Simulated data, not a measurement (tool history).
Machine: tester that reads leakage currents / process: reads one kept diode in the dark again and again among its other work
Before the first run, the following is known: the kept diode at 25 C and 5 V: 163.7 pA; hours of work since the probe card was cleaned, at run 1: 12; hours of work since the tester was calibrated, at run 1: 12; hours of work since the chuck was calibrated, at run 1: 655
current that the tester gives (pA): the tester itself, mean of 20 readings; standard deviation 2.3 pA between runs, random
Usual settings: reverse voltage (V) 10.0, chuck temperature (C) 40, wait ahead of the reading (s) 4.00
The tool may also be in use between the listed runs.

run,hour,reverse voltage (V),chuck temperature (C),wait ahead of the reading (s),hours of work since the probe card was cleaned,hours of work since the tester was calibrated,hours of work since the chuck was calibrated,current that the tester gives (pA)
1,0.0,10.0,40,4.00,12,12,655,825.99
2,193.2,10.0,40,4.00,134,134,777,835.60
3,420.0,10.0,40,1.68,278,278,921,848.14
4,561.2,10.0,40,1.68,367,367,1010,853.60
5,698.4,10.0,40,1.68,454,454,1097,855.89
6,850.9,10.0,40,4.00,551,551,1194,862.08
7,1093.8,10.0,40,4.63,705,705,1348,873.20
8,1261.5,10.0,40,6.46,811,811,1454,879.73
9,1367.1,10.0,40,6.46,878,878,1521,883.20
10,1495.9,10.0,40,6.46,960,960,1602,888.27
11,1627.8,10.0,40,6.46,1043,1043,1686,896.04
12,1749.7,10.0,40,6.46,1120,1120,1763,906.49
# hour 1803.2: chuck's temperature calibrated
13,1980.2,10.0,40,1.33,1265,1265,112,1003.57
14,2193.9,10.0,40,1.33,1401,1401,248,1007.17
# hour 2216.3: probe card cleaned and baked
15,2345.2,10.0,40,0.39,82,1495,341,1013.75
16,2464.0,10.0,40,0.39,157,1570,417,1019.39
# hour 2591.9: chuck's temperature calibrated, once more
17,2606.4,10.0,40,4.00,246,1659,9,759.00
18,2744.8,13.9,40,4.00,334,1747,97,848.91
19,2855.3,13.9,40,4.00,404,1817,167,854.56
20,3091.2,13.9,40,4.00,553,1966,316,867.18
21,3201.1,6.6,50,0.38,623,2036,386,1531.86
22,3443.5,18.1,43,0.38,776,2189,540,1248.63
23,3646.0,3.6,40,1.09,905,2317,668,567.53
24,3752.7,3.8,40,7.93,972,2385,735,583.70
25,3972.3,3.8,40,7.93,1111,2524,875,589.87
26,4212.4,3.8,40,2.30,1263,2676,1027,597.99
27,4430.1,10.0,34,0.46,1401,2814,1165,513.70
# hour 4457.9: probe card cleaned and baked
28,4667.2,10.0,34,0.46,133,2963,1313,505.72
29,4841.8,6.6,34,8.22,243,3073,1424,440.86
30,5062.7,6.6,36,8.22,383,3213,1564,530.83
31,5185.0,6.6,27,0.41,461,3291,1641,247.61
32,5328.7,8.9,29,4.00,552,3382,1732,324.36
# hour 5437.9: chuck's temperature calibrated
33,5505.1,8.9,29,4.00,662,3492,43,286.05
34,5702.1,8.9,29,4.00,787,3617,167,288.50
35,5867.0,8.9,50,6.44,891,3721,272,1666.62
36,6008.4,1.5,57,0.48,981,3811,361,1600.41
37,6197.3,10.0,42,6.62,1101,3931,481,933.80
38,6305.2,10.0,42,6.62,1169,3999,549,936.20
39,6432.4,1.8,30,4.30,1250,4080,630,193.24

Alternative continuations, all from the tool just after run 39; predict every row:
A,6627.8,2.4,32,4.00,1374,4203,754,?
B,6627.8,4.6,27,6.53,1374,4203,754,?
C,6627.8,10.0,49,4.00,1374,4203,754,?
D,6627.8,8.8,23,0.82,1374,4203,754,?

run,current that the tester gives (pA)
A,254.97
B,204.39
C,1651.52
D,183.39
What these runs would have given with no unlogged condition in the tool:
run,current that the tester gives (pA)
A,243.04
B,191.54
C,1590.43
D,166.68
